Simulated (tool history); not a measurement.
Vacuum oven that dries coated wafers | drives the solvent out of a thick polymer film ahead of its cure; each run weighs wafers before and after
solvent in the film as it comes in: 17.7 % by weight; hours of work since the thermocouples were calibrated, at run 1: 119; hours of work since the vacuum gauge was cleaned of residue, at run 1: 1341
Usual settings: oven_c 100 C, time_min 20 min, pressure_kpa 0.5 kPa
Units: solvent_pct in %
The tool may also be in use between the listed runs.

| run | day | oven_c | time_min | pressure_kpa | hours of work since the thermocouples were calibrated | hours of work since the vacuum gauge was cleaned of residue | solvent_pct |
|---|---|---|---|---|---|---|---|
| 1 | 0 | 100 | 20 | 0.5 | 119 | 1341 | 2.15 |
| 2 | 3.925 | 100 | 20 | 0.5 | 163 | 1384 | 2.13 |
|  | 6.646 | vacuum gauge cleaned of residue and calibrated |
| 3 | 8.529 | 100 | 20 | 0.5 | 213 | 21 | 1.88 |
| 4 | 11.696 | 100 | 20 | 0.5 | 249 | 56 | 1.87 |
| 5 | 16.504 | 100 | 20 | 0.5 | 303 | 110 | 1.87 |
| 6 | 21.396 | 100 | 20 | 0.5 | 357 | 165 | 1.86 |
| 7 | 23.633 | 100 | 20 | 0.5 | 382 | 190 | 1.88 |
| 8 | 28.675 | 100 | 20 | 0.5 | 439 | 246 | 1.87 |
| 9 | 33.592 | 100 | 20 | 0.5 | 494 | 301 | 1.86 |
| 10 | 35.696 | 100 | 20 | 0.71 | 517 | 325 | 1.91 |
| 11 | 40.879 | 100 | 20 | 0.71 | 575 | 382 | 1.93 |
| 12 | 43.8 | 100 | 20 | 0.5 | 608 | 415 | 1.85 |
| 13 | 48.2 | 100 | 20 | 0.5 | 657 | 464 | 1.82 |
| 14 | 52.979 | 100 | 20 | 0.5 | 710 | 518 | 1.85 |
| 15 | 57.542 | 102 | 20 | 0.5 | 761 | 569 | 1.56 |
| 16 | 62.704 | 102 | 20 | 0.5 | 819 | 626 | 1.52 |
| 17 | 67.842 | 100 | 20 | 0.31 | 876 | 684 | 1.79 |
| 18 | 70.833 | 100 | 20 | 0.31 | 910 | 717 | 1.75 |
| 19 | 73.262 | 100 | 20 | 0.5 | 937 | 744 | 1.83 |
| 20 | 75.371 | 100 | 20 | 0.5 | 960 | 768 | 1.81 |
| 21 | 77.804 | 100 | 20 | 0.5 | 988 | 795 | 1.81 |
| 22 | 82.338 | 100 | 20 | 0.5 | 1038 | 846 | 1.82 |
| 23 | 85.467 | 100 | 20 | 0.5 | 1073 | 881 | 1.8 |
|  | 85.767 | oven's thermocouples calibrated |
| 24 | 90.15 | 100 | 20 | 0.5 | 49 | 932 | 1.74 |
| 25 | 93.858 | 99 | 26 | 1.198 | 90 | 973 | 1.39 |
| 26 | 98.683 | 99 | 26 | 1.198 | 144 | 1027 | 1.39 |
| 27 | 101.483 | 99 | 20 | 1.519 | 176 | 1059 | 2.21 |
| 28 | 106.679 | 100 | 15 | 0.553 | 234 | 1117 | 2.8 |
| 29 | 109.492 | 96 | 35 | 0.301 | 265 | 1148 | 0.79 |
| 30 | 111.621 | 100 | 16 | 0.298 | 289 | 1172 | 2.46 |
|  | 111.95 | oven's thermocouples calibrated, once more |
| 31 | 113.858 | 94 | 23 | 0.266 | 21 | 1196 | 2.64 |
| 32 | 117.112 | 109 | 23 | 0.664 | 58 | 1232 | 0.79 |
| 33 | 122.192 | 107 | 11 | 1.261 | 114 | 1289 | 3.56 |
| 34 | 127.108 | 112 | 19 | 0.545 | 169 | 1344 | 0.85 |
| 35 | 131.45 | 91 | 22 | 0.285 | 218 | 1393 | 3.43 |
|  | 133.496 | vacuum gauge cleaned of residue and calibrated |
| 36 | 135.229 | 97 | 13 | 0.285 | 259 | 19 | 4.39 |
| 37 | 140.246 | 100 | 15 | 0.5 | 315 | 75 | 3.07 |
| 38 | 142.988 | 106 | 22 | 0.288 | 346 | 106 | 0.83 |
| 39 | 146.088 | 106 | 10 | 0.332 | 381 | 141 | 3.79 |
| 40 | 150.3 | 100 | 16 | 0.5 | 428 | 188 | 2.8 |
| 41 | 154.158 | 90 | 15 | 1.118 | 471 | 231 | 5.55 |
| 42 | 159.179 | 90 | 15 | 1.118 | 527 | 287 | 5.52 |
| 43 | 162.038 | 90 | 15 | 1.118 | 559 | 319 | 5.53 |
| 44 | 165.392 | 90 | 15 | 0.438 | 596 | 356 | 5.25 |
| 45 | 169.621 | 103 | 20 | 0.762 | 644 | 404 | 1.54 |
| 46 | 173.388 | 108 | 11 | 0.483 | 686 | 446 | 2.9 |
| 47 | 177.771 | 108 | 11 | 0.483 | 735 | 495 | 2.91 |

Measured less the same run without the tool's hidden state. The same run-to-run variation is in both; the gauge's scatter may not be:
The hidden state here: true wafer temperature over the reading, C; true pressure over the reading, kPa; drift of the gauge itself on solvent_pct, %.
| run | solvent_pct |
|---|---|
| 1 | +0.2 |
| 2 | +0.19 |
| 3 | -0.05 |
| 4 | -0.06 |
| 5 | -0.06 |
| 6 | -0.06 |
| 7 | -0.06 |
| 8 | -0.07 |
| 9 | -0.08 |
| 10 | -0.08 |
| 11 | -0.08 |
| 12 | -0.08 |
| 13 | -0.08 |
| 14 | -0.09 |
| 15 | -0.08 |
| 16 | -0.09 |
| 17 | -0.11 |
| 18 | -0.11 |
| 19 | -0.11 |
| 20 | -0.11 |
| 21 | -0.11 |
| 22 | -0.11 |
| 23 | -0.12 |
| 24 | -0.19 |
| 25 | -0.11 |
| 26 | -0.11 |
| 27 | -0.23 |
| 28 | -0.33 |
| 29 | +0.01 |
| 30 | -0.31 |
| 31 | +0.3 |
| 32 | +0.17 |
| 33 | +0.18 |
| 34 | +0.16 |
| 35 | +0.3 |
| 36 | -0.01 |
| 37 | -0.02 |
| 38 | +0 |
| 39 | -0.03 |
| 40 | -0.03 |
| 41 | -0.05 |
| 42 | -0.06 |
| 43 | -0.06 |
| 44 | -0.07 |
| 45 | -0.03 |
| 46 | -0.08 |
| 47 | -0.1 |
